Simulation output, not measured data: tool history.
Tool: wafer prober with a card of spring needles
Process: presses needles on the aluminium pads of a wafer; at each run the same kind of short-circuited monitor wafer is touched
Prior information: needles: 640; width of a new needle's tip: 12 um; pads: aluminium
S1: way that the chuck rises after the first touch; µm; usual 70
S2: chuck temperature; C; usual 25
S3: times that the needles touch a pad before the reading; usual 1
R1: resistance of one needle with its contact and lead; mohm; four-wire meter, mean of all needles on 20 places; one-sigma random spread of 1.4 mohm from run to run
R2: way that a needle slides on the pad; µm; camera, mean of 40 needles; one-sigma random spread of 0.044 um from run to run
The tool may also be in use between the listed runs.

Run 1, hour 0.0: usual settings. Result: R1 180 mohm, R2 10.44 µm.
At hour 3.0: tips cleaned on abrasive film.
Run 2, hour 7.9: usual settings but S1 74 µm. Result: R1 162 mohm, R2 10.96 µm.
Run 3, hour 15.4: usual settings but S1 74 µm. Result: R1 180 mohm, R2 11.05 µm.
At hour 18.5: tips cleaned on abrasive film.
Run 4, hour 27.8: usual settings but S1 74 µm. Result: R1 173 mohm, R2 10.99 µm.
At hour 34.7: tips cleaned on abrasive film.
Run 5, hour 44.2: usual settings but S1 87 µm. Result: R1 171 mohm, R2 12.93 µm.
At hour 50.2: tips cleaned on abrasive film.
Run 6, hour 59.2: usual settings but S1 87 µm. Result: R1 169 mohm, R2 12.92 µm.
At hour 66.5: tips cleaned on abrasive film.
Run 7, hour 73.6: usual settings. Result: R1 169 mohm, R2 10.30 µm.
At hour 82.0: tips cleaned on abrasive film.
Run 8, hour 90.6: usual settings. Result: R1 171 mohm, R2 10.36 µm.
At hour 97.5: tips cleaned on abrasive film.
Run 9, hour 103.4: usual settings. Result: R1 161 mohm, R2 10.30 µm.
At hour 104.4: height of the first contact set anew.
Run 10, hour 111.5: usual settings but S1 72 µm. Result: R1 181 mohm, R2 10.57 µm.
At hour 113.2: tips cleaned on abrasive film.
Run 11, hour 124.7: usual settings but S1 72 µm. Result: R1 175 mohm, R2 10.63 µm.
At hour 128.8: tips cleaned on abrasive film.
Run 12, hour 136.0: usual settings. Result: R1 166 mohm, R2 10.31 µm.
At hour 145.1: tips cleaned on abrasive film.
Run 13, hour 147.2: usual settings. Result: R1 139 mohm, R2 10.24 µm.
At hour 161.1: tips cleaned on abrasive film.
Run 14, hour 162.2: usual settings but S1 51 µm, S2 121 C, S3 2. Result: R1 148 mohm, R2 7.35 µm.
At hour 177.2: tips cleaned on abrasive film.
Run 15, hour 178.3: usual settings but S1 51 µm, S2 42 C, S3 2. Result: R1 135 mohm, R2 7.34 µm.
At hour 192.7: tips cleaned on abrasive film.
Run 16, hour 192.7: usual settings but S2 49 C, S3 2. Result: R1 129 mohm, R2 10.25 µm.
At hour 196.8: height of the first contact set anew, once more.
At hour 208.3: tips cleaned on abrasive film.
Run 17, hour 208.3: usual settings but S1 58 µm. Result: R1 129 mohm, R2 8.70 µm.
Run 18, hour 216.0: usual settings but S1 58 µm, S2 97 C, S3 2. Result: R1 161 mohm, R2 8.73 µm.
At hour 224.6: tips cleaned on abrasive film.
Run 19, hour 227.8: usual settings but S1 58 µm, S2 46 C. Result: R1 150 mohm, R2 8.71 µm.
At hour 240.2: tips cleaned on abrasive film.
Run 20, hour 240.3: usual settings but S1 58 µm, S2 46 C. Result: R1 132 mohm, R2 8.66 µm.
At hour 256.1: tips cleaned on abrasive film.
Run 21, hour 256.4: usual settings but S2 30 C. Result: R1 129 mohm, R2 10.36 µm.
At hour 272.5: tips cleaned on abrasive film.
Run 22, hour 272.5: usual settings but S1 50 µm, S2 61 C. Result: R1 131 mohm, R2 7.39 µm.
Run 23, hour 283.9: usual settings but S1 87 µm, S2 85 C. Result: R1 181 mohm, R2 12.97 µm.
At hour 288.1: tips cleaned on abrasive film.
Run 24, hour 295.2: usual settings but S1 53 µm, S2 70 C. Result: R1 177 mohm, R2 7.85 µm.

Alternative continuations, all from the tool just after run 24; predict every row:
At hour 303.8: tips cleaned on abrasive film.
Run A, hour 313.0: usual settings but S1 82 µm, S2 100 C, S3 2. Result: R1 ?, R2 ?.
At hour 303.8: tips cleaned on abrasive film.
Run B, hour 313.0: usual settings but S1 60 µm, S3 2. Result: R1 ?, R2 ?.
At hour 303.8: tips cleaned on abrasive film.
Run C, hour 313.0: usual settings but S1 69 µm, S2 66 C. Result: R1 ?, R2 ?.

run   R1     R2
  A  159  12.15
  B  154   8.91
  C  179  10.19
With the hidden condition removed and each run's random variation left untouched, the same runs would have given:
run   R1     R2
  A  133  12.27
  B  124   9.03
  C  133  10.31
